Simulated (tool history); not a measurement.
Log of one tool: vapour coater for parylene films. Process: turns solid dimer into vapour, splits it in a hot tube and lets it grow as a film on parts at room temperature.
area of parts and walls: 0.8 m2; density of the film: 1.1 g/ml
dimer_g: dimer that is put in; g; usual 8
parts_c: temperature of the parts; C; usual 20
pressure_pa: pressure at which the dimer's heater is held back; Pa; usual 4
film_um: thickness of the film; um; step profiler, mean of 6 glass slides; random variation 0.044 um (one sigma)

{"run": 1, "hour": 0.0, "dimer_g": 8, "parts_c": 20, "pressure_pa": 4, "film_um": 6.44}
{"run": 2, "hour": 60.4, "dimer_g": 8, "parts_c": 20, "pressure_pa": 4, "film_um": 6.45}
{"run": 3, "hour": 125.1, "dimer_g": 8, "parts_c": 20, "pressure_pa": 4, "film_um": 6.35}
{"run": 4, "hour": 184.4, "dimer_g": 8, "parts_c": 29, "pressure_pa": 4, "film_um": 4.53}
{"run": 5, "hour": 239.5, "dimer_g": 8, "parts_c": 20, "pressure_pa": 4, "film_um": 6.34}
{"run": 6, "hour": 301.3, "dimer_g": 8, "parts_c": 20, "pressure_pa": 4, "film_um": 6.43}
{"run": 7, "hour": 368.0, "dimer_g": 8, "parts_c": 20, "pressure_pa": 4, "film_um": 6.37}
{"run": 8, "hour": 430.3, "dimer_g": 8, "parts_c": 20, "pressure_pa": 4, "film_um": 6.39}
{"run": 9, "hour": 491.1, "dimer_g": 8, "parts_c": 20, "pressure_pa": 4, "film_um": 6.37}
{"run": 10, "hour": 531.1, "dimer_g": 8, "parts_c": 20, "pressure_pa": 4, "film_um": 6.32}
{"run": 11, "hour": 602.2, "dimer_g": 8, "parts_c": 20, "pressure_pa": 4, "film_um": 6.45}
{"run": 12, "hour": 679.4, "dimer_g": 8, "parts_c": 12, "pressure_pa": 4, "film_um": 8.73}
{"run": 13, "hour": 735.6, "dimer_g": 8, "parts_c": 12, "pressure_pa": 4, "film_um": 8.74}
{"run": 14, "hour": 812.8, "dimer_g": 8, "parts_c": 26, "pressure_pa": 4, "film_um": 5.05}
{"run": 15, "hour": 851.5, "dimer_g": 8, "parts_c": 26, "pressure_pa": 4, "film_um": 5.08}
{"run": 16, "hour": 908.2, "dimer_g": 8, "parts_c": 26, "pressure_pa": 4, "film_um": 5.02}
{"run": 17, "hour": 966.5, "dimer_g": 8, "parts_c": 13, "pressure_pa": 4, "film_um": 8.47}
{"run": 18, "hour": 1036.7, "dimer_g": 6, "parts_c": 13, "pressure_pa": 4, "film_um": 6.34}
{"run": 19, "hour": 1091.5, "dimer_g": 8, "parts_c": 20, "pressure_pa": 4, "film_um": 6.41}
{"run": 20, "hour": 1164.7, "dimer_g": 3, "parts_c": 20, "pressure_pa": 4, "film_um": 2.42}
{"run": 21, "hour": 1235.8, "dimer_g": 8, "parts_c": 20, "pressure_pa": 4, "film_um": 6.43}
{"run": 22, "hour": 1320.0, "dimer_g": 8, "parts_c": 20, "pressure_pa": 4, "film_um": 6.42}
{"run": 23, "hour": 1394.3, "dimer_g": 8, "parts_c": 20, "pressure_pa": 4, "film_um": 6.43}
{"run": 24, "hour": 1464.9, "dimer_g": 8, "parts_c": 20, "pressure_pa": 4, "film_um": 6.43}
{"run": 25, "hour": 1525.7, "dimer_g": 9, "parts_c": 18, "pressure_pa": 5.92, "film_um": 7.43}
{"run": 26, "hour": 1603.2, "dimer_g": 4, "parts_c": 20, "pressure_pa": 5.74, "film_um": 3.05}
{"run": 27, "hour": 1686.6, "dimer_g": 8, "parts_c": 20, "pressure_pa": 4.29, "film_um": 6.36}
{"run": 28, "hour": 1730.6, "dimer_g": 8, "parts_c": 23, "pressure_pa": 7.96, "film_um": 5.19}
{"run": 29, "hour": 1813.7, "dimer_g": 8, "parts_c": 17, "pressure_pa": 11.74, "film_um": 6.37}
{"run": 30, "hour": 1889.3, "dimer_g": 8, "parts_c": 16, "pressure_pa": 4, "film_um": 7.48}
{"run": 31, "hour": 1953.6, "dimer_g": 8, "parts_c": 16, "pressure_pa": 4, "film_um": 7.47}
{"run": 32, "hour": 2036.8, "dimer_g": 7, "parts_c": 32, "pressure_pa": 6.31, "film_um": 3.33}
{"run": 33, "hour": 2122.8, "dimer_g": 8, "parts_c": 14, "pressure_pa": 4, "film_um": 8.16}
{"run": 34, "hour": 2192.4, "dimer_g": 8, "parts_c": 14, "pressure_pa": 6.33, "film_um": 7.68}
{"run": 35, "hour": 2230.0, "dimer_g": 8, "parts_c": 14, "pressure_pa": 6.33, "film_um": 7.78}
{"run": 36, "hour": 2281.3, "dimer_g": 8, "parts_c": 20, "pressure_pa": 6, "film_um": 6.08}
{"run": 37, "hour": 2329.3, "dimer_g": 7, "parts_c": 16, "pressure_pa": 2.22, "film_um": 7.03}
{"run": 38, "hour": 2368.5, "dimer_g": 7, "parts_c": 16, "pressure_pa": 2.22, "film_um": 7.08}
{"run": 39, "hour": 2404.1, "dimer_g": 7, "parts_c": 16, "pressure_pa": 4.62, "film_um": 6.47}
{"run": 40, "hour": 2460.7, "dimer_g": 7, "parts_c": 16, "pressure_pa": 4.62, "film_um": 6.43}
{"run": 41, "hour": 2505.1, "dimer_g": 7, "parts_c": 16, "pressure_pa": 4.62, "film_um": 6.44}
{"run": 42, "hour": 2584.9, "dimer_g": 11, "parts_c": 23, "pressure_pa": 5.1, "film_um": 7.56}
{"run": 43, "hour": 2662.7, "dimer_g": 8, "parts_c": 27, "pressure_pa": 3.4, "film_um": 4.99}
{"run": 44, "hour": 2701.7, "dimer_g": 8, "parts_c": 27, "pressure_pa": 3.4, "film_um": 4.93}
{"run": 45, "hour": 2758.2, "dimer_g": 8, "parts_c": 27, "pressure_pa": 6.49, "film_um": 4.55}
{"run": 46, "hour": 2806.4, "dimer_g": 12, "parts_c": 27, "pressure_pa": 11.23, "film_um": 6.39}
{"run": 47, "hour": 2855.6, "dimer_g": 7, "parts_c": 20, "pressure_pa": 4, "film_um": 5.56}
{"run": 48, "hour": 2919.4, "dimer_g": 11, "parts_c": 14, "pressure_pa": 9.29, "film_um": 10.09}

Not shown: 3 entries that the log had between the listed runs. Between which runs, and how does the tool's hidden state differ before and after?
Between runs 10 and 11: trap's valve overhauled (hour 559.2)
  vapour lost through the trap's worn valve, %: 0.5 -> 0
  measured less the result without the state, film_um: -0.04 -> -0.01 um
Between runs 16 and 17: table's thermometer calibrated (hour 964.5)
  true temperature of the parts over the reading, C: 0.04 -> 0
  measured less the result without the state, film_um: -0.02 -> -0.01 um
Between runs 31 and 32: trap's valve overhauled (hour 2010.7)
  vapour lost through the trap's worn valve, %: 0.5 -> 0.1
  measured less the result without the state, film_um: -0.04 -> +0 um
